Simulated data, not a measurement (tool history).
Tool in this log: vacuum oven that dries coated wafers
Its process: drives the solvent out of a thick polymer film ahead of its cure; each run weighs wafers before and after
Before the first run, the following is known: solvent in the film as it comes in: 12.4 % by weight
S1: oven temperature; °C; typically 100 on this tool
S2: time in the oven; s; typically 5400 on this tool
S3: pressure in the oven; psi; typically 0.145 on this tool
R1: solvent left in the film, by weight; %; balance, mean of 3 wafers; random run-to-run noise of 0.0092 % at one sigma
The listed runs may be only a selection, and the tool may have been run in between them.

Run 1, hour 0: usual settings. Result: R1 0.946 %.
Run 2, hour 46.4: usual settings. Result: R1 0.93 %.
Run 3, hour 92.6: usual settings but S2 3360 s. Result: R1 2.014 %.
Run 4, hour 157.2: usual settings but S1 98 °C. Result: R1 1.332 %.
Run 5, hour 203.6: usual settings but S1 98 °C. Result: R1 1.344 %.
Run 6, hour 249.4: usual settings but S1 98 °C. Result: R1 1.347 %.
Run 7, hour 277.1: usual settings but S1 98 °C. Result: R1 1.338 %.
Run 8, hour 308.3: usual settings but S1 98 °C. Result: R1 1.335 %.
Run 9, hour 364.2: usual settings but S1 98 °C. Result: R1 1.343 %.
Run 10, hour 406.7: usual settings but S1 98 °C. Result: R1 1.328 %.
Run 11, hour 451.7: usual settings but S1 97 °C. Result: R1 1.434 %.
Run 12, hour 511.8: usual settings. Result: R1 1.115 %.
Run 13, hour 544.5: usual settings. Result: R1 1.114 %.
Run 14, hour 601.3: usual settings. Result: R1 1.098 %.
Run 15, hour 641.5: usual settings. Result: R1 1.098 %.
Run 16, hour 682.6: usual settings. Result: R1 1.118 %.
Run 17, hour 737.6: usual settings. Result: R1 1.091 %.
Run 18, hour 784.2: usual settings. Result: R1 1.104 %.
Run 19, hour 814.8: usual settings but S1 99 °C. Result: R1 1.202 %.
Run 20, hour 846.4: usual settings but S1 111 °C, S2 5040 s, S3 0.355 psi. Result: R1 0.762 %.
Run 21, hour 874.5: usual settings but S1 102 °C, S2 6180 s, S3 0.326 psi. Result: R1 1.081 %.
Run 22, hour 930.9: usual settings but S1 102 °C, S2 6180 s, S3 0.326 psi. Result: R1 1.111 %.
Run 23, hour 990.1: usual settings but S2 8820 s, S3 0.113 psi. Result: R1 0.488 %.
Run 24, hour 1052.3: usual settings but S1 101 °C, S2 4980 s, S3 0.141 psi. Result: R1 1.142 %.
Run 25, hour 1079: usual settings but S1 85 °C, S2 6000 s, S3 0.261 psi. Result: R1 3.454 %.
Run 26, hour 1132.4: usual settings but S1 89 °C, S2 4440 s, S3 0.17 psi. Result: R1 3.332 %.
Run 27, hour 1182: usual settings but S1 89 °C, S2 4440 s, S3 0.17 psi. Result: R1 3.357 %.
Run 28, hour 1208.9: usual settings but S1 111 °C, S2 8760 s, S3 0.348 psi. Result: R1 0.628 %.
Run 29, hour 1269.8: usual settings but S1 111 °C, S2 8760 s, S3 0.348 psi. Result: R1 0.61 %.
Run 30, hour 1302.4: usual settings but S2 8580 s, S3 0.109 psi. Result: R1 0.488 %.
Run 31, hour 1359.7: usual settings but S1 97 °C, S2 8580 s, S3 0.125 psi. Result: R1 0.68 %.
Run 32, hour 1410.5: usual settings but S1 88 °C, S3 0.102 psi. Result: R1 2.715 %.
Run 33, hour 1462.2: usual settings but S1 104 °C, S2 3180 s, S3 0.406 psi. Result: R1 2.237 %.
Run 34, hour 1524.5: usual settings but S2 3660 s. Result: R1 1.974 %.
Run 35, hour 1560: usual settings but S1 93 °C. Result: R1 1.955 %.

The log once held 1 entry between its listed runs, left out of this copy. Where does each go, and what is different about the tool's unlogged condition between the listed run before it and the listed run after it?
After run 3, before run 4: oven's thermocouples calibrated (hour 127.6)
  true wafer temperature over the reading, C: 1.97 -> 0.14; true pressure over the reading, kPa: 0.267 -> 0.275
  measured less the result without the state, R1: -0.237 -> +0.073 %
